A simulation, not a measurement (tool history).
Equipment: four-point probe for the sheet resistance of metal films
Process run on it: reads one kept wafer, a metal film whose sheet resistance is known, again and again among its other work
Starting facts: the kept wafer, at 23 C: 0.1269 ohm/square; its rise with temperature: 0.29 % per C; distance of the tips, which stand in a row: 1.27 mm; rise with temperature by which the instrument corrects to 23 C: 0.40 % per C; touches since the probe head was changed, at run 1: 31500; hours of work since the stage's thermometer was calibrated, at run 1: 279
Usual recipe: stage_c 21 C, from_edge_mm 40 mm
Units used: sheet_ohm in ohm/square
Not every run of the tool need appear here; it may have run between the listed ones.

| run | hour | stage_c | from_edge_mm | touches since the probe head was changed | hours of work since the stage's thermometer was calibrated | sheet_ohm |
|---|---|---|---|---|---|---|
| 1 | 0 | 21 | 40 | 31500 | 279 | 0.127575 |
| 2 | 11 | 32 | 40 | 31888 | 283 | 0.126072 |
| 3 | 22.7 | 21 | 6 | 32305 | 288 | 0.130479 |
| 4 | 39.7 | 21 | 34 | 32903 | 296 | 0.127546 |
| 5 | 54.2 | 33 | 40 | 33417 | 302 | 0.125926 |
| 6 | 73.7 | 24 | 40 | 34108 | 311 | 0.127166 |
| 7 | 83.4 | 24 | 40 | 34453 | 315 | 0.127178 |
| 8 | 96.3 | 21 | 40 | 34908 | 321 | 0.12752 |
| 9 | 107.5 | 21 | 40 | 35305 | 325 | 0.127586 |
| 10 | 123.9 | 21 | 36 | 35884 | 333 | 0.127545 |
| 11 | 146.8 | 28 | 36 | 36695 | 343 | 0.126611 |
| 12 | 168.9 | 21 | 24 | 37474 | 352 | 0.127611 |
| 13 | 190.4 | 20 | 40 | 38236 | 362 | 0.127692 |
| 14 | 212.5 | 22 | 40 | 39019 | 371 | 0.127413 |
| 15 | 233.7 | 21 | 40 | 39768 | 380 | 0.127551 |
| 16 | 244.9 | 21 | 40 | 40166 | 385 | 0.127556 |
| 17 | 256.8 | 21 | 40 | 40588 | 390 | 0.127557 |
| 18 | 274.2 | 21 | 40 | 41203 | 398 | 0.12757 |
| 19 | 286.3 | 21 | 40 | 41631 | 403 | 0.127557 |
| 20 | 298.8 | 19 | 40 | 42073 | 409 | 0.127852 |
| 21 | 320.9 | 19 | 40 | 42853 | 418 | 0.12782 |
| 22 | 342.5 | 21 | 15 | 43620 | 428 | 0.128025 |
| 23 | 365.8 | 21 | 40 | 44444 | 438 | 0.127597 |
| 24 | 384.9 | 30 | 40 | 45118 | 446 | 0.126384 |
| 25 | 396.7 | 19 | 22 | 45537 | 451 | 0.128016 |
| 26 | 411.7 | 20 | 22 | 46067 | 458 | 0.127869 |
| 27 | 433.1 | 21 | 47 | 46823 | 467 | 0.127527 |
| 28 | 456.1 | 23 | 3 | 47637 | 477 | 0.138353 |
| 29 | 473.4 | 31 | 4 | 48251 | 485 | 0.132687 |
| 30 | 486.9 | 21 | 58 | 48726 | 491 | 0.127624 |
| 31 | 498.8 | 21 | 58 | 49147 | 496 | 0.127571 |
| 32 | 516.7 | 21 | 58 | 49782 | 504 | 0.127577 |
| 33 | 539.2 | 24 | 34 | 50578 | 513 | 0.127266 |
| 34 | 552.7 | 21 | 23 | 51056 | 519 | 0.127768 |
| 35 | 572.9 | 21 | 23 | 51770 | 528 | 0.12778 |
| 36 | 582.5 | 24 | 9 | 52111 | 532 | 0.128518 |
| 37 | 596.9 | 31 | 13 | 52618 | 539 | 0.1269 |
| 38 | 611.6 | 27 | 56 | 53139 | 545 | 0.126718 |
| 39 | 628.9 | 32 | 5 | 53751 | 553 | 0.130331 |
| 40 | 645.9 | 23 | 52 | 54353 | 560 | 0.127301 |
| 41 | 668.8 | 25 | 3 | 55163 | 570 | 0.138142 |
| 42 | 682.5 | 21 | 15 | 55649 | 576 | 0.128065 |
| 43 | 705.8 | 20 | 31 | 56471 | 586 | 0.127813 |
| 44 | 715.8 | 20 | 6 | 56827 | 590 | 0.130767 |
| 45 | 738.8 | 20 | 6 | 57640 | 600 | 0.130698 |

Below, each run's measurement less what the same run would have read without the hidden state. Both values contain the same run-to-run variation, but the gauge's scatter may not be the same in both:
Hidden state present: inner tips' distance over the nominal, %; tips' flats over new ones', %; wafer's true temperature over the reading, C; drift of the gauge itself on sheet_ohm, %.
| run | sheet_ohm |
|---|---|
| 1 | +0.000285 |
| 2 | +0.000281 |
| 3 | +0.000294 |
| 4 | +0.00029 |
| 5 | +0.000288 |
| 6 | +0.000295 |
| 7 | +0.000296 |
| 8 | +0.0003 |
| 9 | +0.000302 |
| 10 | +0.000304 |
| 11 | +0.000305 |
| 12 | +0.000311 |
| 13 | +0.000316 |
| 14 | +0.000319 |
| 15 | +0.000323 |
| 16 | +0.000324 |
| 17 | +0.000326 |
| 18 | +0.000329 |
| 19 | +0.000331 |
| 20 | +0.000335 |
| 21 | +0.000338 |
| 22 | +0.000342 |
| 23 | +0.000344 |
| 24 | +0.000343 |
| 25 | +0.000352 |
| 26 | +0.000353 |
| 27 | +0.000356 |
| 28 | +0.000388 |
| 29 | +0.000375 |
| 30 | +0.000366 |
| 31 | +0.000368 |
| 32 | +0.00037 |
| 33 | +0.000372 |
| 34 | +0.000376 |
| 35 | +0.000379 |
| 36 | +0.000383 |
| 37 | +0.000379 |
| 38 | +0.000382 |
| 39 | +0.000393 |
| 40 | +0.00039 |
| 41 | +0.000424 |
| 42 | +0.000399 |
| 43 | +0.000402 |
| 44 | +0.000412 |
| 45 | +0.000416 |

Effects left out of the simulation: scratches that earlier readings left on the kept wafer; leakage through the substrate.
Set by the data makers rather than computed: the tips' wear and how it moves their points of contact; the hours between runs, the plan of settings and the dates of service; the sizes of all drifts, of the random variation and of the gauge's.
